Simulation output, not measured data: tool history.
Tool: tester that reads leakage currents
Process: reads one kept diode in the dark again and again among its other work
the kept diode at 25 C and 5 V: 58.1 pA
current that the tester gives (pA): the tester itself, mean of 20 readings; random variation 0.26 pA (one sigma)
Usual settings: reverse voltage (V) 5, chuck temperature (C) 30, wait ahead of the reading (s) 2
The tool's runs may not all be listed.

run	day	reverse voltage (V)	chuck temperature (C)	wait ahead of the reading (s)	current that the tester gives (pA)
1	0	5	30	2	92.85
2	3.025	5	54	2	468.9
3	5.704	5	30	7.17	93.4
4	8.683	5	30	7.17	94.64
5	11.533	5	30	2	96.11
6	15.425	5	30	2	97.71
7	17.179	5	30	2	97.9
8	20.358	5	30	2	98.55
9	23.979	5	30	2	99.83
10	27.196	5	30	2	100.11
11	31.154	5	30	2	101.74
12	33.392	5	35	2	144.59
13	36.912	5	35	2	144.74
14	39.183	5	35	2	146.16
15	42.55	5	35	2	148.1
16	45.383	5	35	2	148.54
# day 47.238: chuck's temperature calibrated
17	48.492	5	30	1.82	93.39
18	51.779	2.3	30	2	67.01
19	53.879	2.01	30	2	64.1
20	57.008	5	30	1.16	96.22
# day 57.338: probe card cleaned and baked
21	58.896	8.99	38	0.43	222.3
22	61.721	16.06	30	2	181.11
23	63.867	5.58	30	7.46	106.28
24	66.758	5.58	30	7.46	106.89
25	69.867	5.58	29	1.25	102.74
26	73.812	5.58	29	1.25	103.83
# day 77.671: probe card cleaned and baked, once more
27	77.733	14.8	23	5.96	82.33
28	81.488	1.53	31	4.95	62
29	84.675	1.08	23	4.95	30.33
30	88.321	1.08	23	4.95	30.26
31	90.354	7.95	23	4.95	68.25
32	94.046	5	30	4.19	94.45
33	97.458	5	30	4.19	96.35
34	100.988	4.93	44	2.29	252.51
35	104.504	1.96	24	9.54	43.37
36	106.842	1.27	36	5.85	87.11
37	109.679	1.1	21	9.24	27.8

Forecast each of these 3 alternatives for the next run:
A	111.812	1.1	39	9.24	?
B	111.812	14.02	21	9.24	?
C	111.812	1	30	2	?

run	current that the tester gives (pA)
A	102.75
B	83.28
C	52.75
Without the tool's hidden state the same runs would have given:
run	current that the tester gives (pA)
A	90.36
B	64.36
C	45.84
